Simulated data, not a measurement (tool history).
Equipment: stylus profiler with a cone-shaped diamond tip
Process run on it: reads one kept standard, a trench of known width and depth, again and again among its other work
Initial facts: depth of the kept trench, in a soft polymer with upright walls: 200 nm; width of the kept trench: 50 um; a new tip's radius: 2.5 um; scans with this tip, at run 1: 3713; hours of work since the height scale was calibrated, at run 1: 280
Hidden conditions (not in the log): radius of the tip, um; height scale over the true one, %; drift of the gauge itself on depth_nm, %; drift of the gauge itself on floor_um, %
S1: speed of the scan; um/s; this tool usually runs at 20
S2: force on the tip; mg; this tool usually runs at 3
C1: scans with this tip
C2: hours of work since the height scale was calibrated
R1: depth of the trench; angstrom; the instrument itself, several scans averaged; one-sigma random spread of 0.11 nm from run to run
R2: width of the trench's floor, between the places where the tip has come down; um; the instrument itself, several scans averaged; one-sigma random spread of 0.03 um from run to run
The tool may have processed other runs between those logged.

Run 1, hour 0: usual settings; C1 3713; C2 280. Result: R1 2014.6 angstrom, R2 47.72 um.
Run 2, hour 23.3: usual settings but S1 22 um/s; C1 3901; C2 294. Result: R1 2017.4 angstrom, R2 47.77 um.
Run 3, hour 73.5: usual settings but S1 22 um/s; C1 4306; C2 325. Result: R1 2015 angstrom, R2 47.69 um.
Run 4, hour 118.3: usual settings but S1 22 um/s; C1 4667; C2 352. Result: R1 2016.3 angstrom, R2 47.65 um.
Run 5, hour 149.8: usual settings but S1 22 um/s; C1 4921; C2 371. Result: R1 2016.2 angstrom, R2 47.63 um.
Run 6, hour 179.7: usual settings; C1 5162; C2 389. Result: R1 2015.5 angstrom, R2 47.64 um.
Run 7, hour 231.1: usual settings; C1 5576; C2 421. Result: R1 2013.6 angstrom, R2 47.66 um.
Run 8, hour 283.6: usual settings; C1 6000; C2 453. Result: R1 2015.6 angstrom, R2 47.62 um.
Run 9, hour 316.5: usual settings; C1 6265; C2 473. Result: R1 2014.6 angstrom, R2 47.56 um.
Run 10, hour 343.7: usual settings; C1 6485; C2 489. Result: R1 2014.2 angstrom, R2 47.64 um.
Run 11, hour 390.7: usual settings but S2 3.29 mg; C1 6864; C2 518. Result: R1 2013.9 angstrom, R2 47.56 um.
Run 12, hour 428.3: usual settings but S2 3.29 mg; C1 7167; C2 541. Result: R1 2016.1 angstrom, R2 47.57 um.
Run 13, hour 475.7: usual settings but S1 47 um/s; C1 7549; C2 569. Result: R1 2014.8 angstrom, R2 47.46 um.
Run 14, hour 515.8: usual settings but S1 9 um/s; C1 7873; C2 594. Result: R1 2014.1 angstrom, R2 47.56 um.
Run 15, hour 556.7: usual settings but S1 32 um/s; C1 8202; C2 619. Result: R1 2012.6 angstrom, R2 47.5 um.
Run 16, hour 590.8: usual settings but S1 32 um/s, S2 7.85 mg; C1 8477; C2 639. Result: R1 2030.2 angstrom, R2 47.53 um.
Run 17, hour 626.9: usual settings; C1 8769; C2 661. Result: R1 2012.2 angstrom, R2 47.49 um.
Run 18, hour 667.5: usual settings but S1 41 um/s, S2 1.22 mg; C1 9096; C2 686. Result: R1 2004.7 angstrom, R2 47.38 um.
Run 19, hour 700.1: usual settings but S1 10 um/s, S2 1.41 mg; C1 9359; C2 706. Result: R1 2009.3 angstrom, R2 47.44 um.
Run 20, hour 738.2: usual settings but S1 18 um/s, S2 7.08 mg; C1 9666; C2 729. Result: R1 2029.6 angstrom, R2 47.52 um.
Run 21, hour 770.1: usual settings but S1 13 um/s, S2 4.67 mg; C1 9924; C2 748. Result: R1 2019.7 angstrom, R2 47.43 um.
Run 22, hour 808.8: usual settings but S1 13 um/s, S2 4.67 mg; C1 10235; C2 772. Result: R1 2019.3 angstrom, R2 47.48 um.
Run 23, hour 835.1: usual settings but S1 9 um/s, S2 1.14 mg; C1 10448; C2 788. Result: R1 2006.2 angstrom, R2 47.43 um.
Run 24, hour 879.9: usual settings but S1 43 um/s, S2 1.88 mg; C1 10808; C2 815. Result: R1 2006.9 angstrom, R2 47.31 um.
Run 25, hour 927.6: usual settings but S1 37 um/s, S2 1.93 mg; C1 11193; C2 844. Result: R1 2010.6 angstrom, R2 47.36 um.
Run 26, hour 951.5: usual settings but S1 18 um/s, S2 2.2 mg; C1 11386; C2 859. Result: R1 2009.5 angstrom, R2 47.32 um.
Run 27, hour 1003.8: usual settings but S1 18 um/s, S2 2.2 mg; C1 11808; C2 891. Result: R1 2007.1 angstrom, R2 47.31 um.
Run 28, hour 1030.5: usual settings but S2 3.39 mg; C1 12023; C2 907. Result: R1 2013.5 angstrom, R2 47.37 um.
Run 29, hour 1065.1: usual settings but S1 10 um/s, S2 1.07 mg; C1 12302; C2 928. Result: R1 2004.2 angstrom, R2 47.34 um.
Run 30, hour 1092.4: usual settings but S1 10 um/s, S2 1.07 mg; C1 12523; C2 944. Result: R1 2002.5 angstrom, R2 47.3 um.
Run 31, hour 1115.2: usual settings but S1 34 um/s, S2 3.21 mg; C1 12706; C2 958. Result: R1 2011.3 angstrom, R2 47.29 um.
Run 32, hour 1145.6: usual settings but S1 23 um/s, S2 2.88 mg; C1 12951; C2 977. Result: R1 2010.9 angstrom, R2 47.24 um.
Run 33, hour 1189.7: usual settings but S1 30 um/s, S2 1.43 mg; C1 13307; C2 1004. Result: R1 2004.9 angstrom, R2 47.23 um.

For each run, the measured value with the value that run would have given without the tool's hidden condition subtracted. The run-to-run variation is shared by both, the gauge scatter possibly not:
run    R1     R2
  1  -2.4  -0.26
  2  -2.5  -0.27
  3  -2.6  -0.29
  4  -2.8  -0.31
  5    -3  -0.33
  6    -3  -0.34
  7  -3.2  -0.37
  8  -3.4  -0.39
  9  -3.5  -0.41
 10  -3.6  -0.42
 11  -3.8  -0.43
 12  -3.9  -0.45
 13    -4  -0.47
 14  -4.2  -0.49
 15  -4.3  -0.51
 16  -4.5  -0.52
 17  -4.5  -0.54
 18  -4.6  -0.55
 19  -4.8  -0.56
 20  -4.9  -0.57
 21    -5  -0.59
 22  -5.1  -0.61
 23  -5.2  -0.61
 24  -5.4  -0.63
 25  -5.5  -0.66
 26  -5.6  -0.67
 27  -5.8  -0.69
 28  -5.9   -0.7
 29    -6  -0.71
 30    -6  -0.72
 31  -6.2  -0.73
 32  -6.3  -0.74
 33  -6.4  -0.76
